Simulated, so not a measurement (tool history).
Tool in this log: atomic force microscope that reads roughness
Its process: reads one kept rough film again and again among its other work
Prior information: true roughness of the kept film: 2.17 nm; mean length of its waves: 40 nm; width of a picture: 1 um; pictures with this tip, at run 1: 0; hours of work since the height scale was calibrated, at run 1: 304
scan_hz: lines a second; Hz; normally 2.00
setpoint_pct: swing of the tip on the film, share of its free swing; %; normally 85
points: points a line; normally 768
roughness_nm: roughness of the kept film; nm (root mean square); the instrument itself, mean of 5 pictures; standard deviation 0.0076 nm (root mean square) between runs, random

run	hour	scan_hz	setpoint_pct	points	pictures with this tip	hours of work since the height scale was calibrated	roughness_nm
1	0.0	2.00	85	768	0	304	1.614
2	11.4	2.00	85	768	14	310	1.626
3	23.0	2.00	85	768	29	315	1.609
4	36.0	2.00	82	768	46	322	1.646
5	43.8	2.00	88	768	56	325	1.541
6	51.0	2.00	85	768	65	329	1.579
7	62.1	2.00	61	535	80	334	1.870
# hour 63.9: height scale calibrated on a step standard
8	74.4	2.51	75	768	94	5	1.660
9	87.6	2.08	67	312	111	12	1.781
10	96.0	2.08	67	312	122	16	1.766
11	104.0	2.08	67	312	132	20	1.766

Predict each of these 3 candidate next runs independently; none follows another, all start after run 11:
A	116.5	2.00	72	768	148	26	?
B	116.5	2.00	78	453	148	26	?
C	116.5	0.69	69	768	148	26	?

run	roughness_nm
A	1.727
B	1.648
C	1.880
Had the tool no hidden state, the same runs would have come out as:
run	roughness_nm
A	1.810
B	1.727
C	1.970

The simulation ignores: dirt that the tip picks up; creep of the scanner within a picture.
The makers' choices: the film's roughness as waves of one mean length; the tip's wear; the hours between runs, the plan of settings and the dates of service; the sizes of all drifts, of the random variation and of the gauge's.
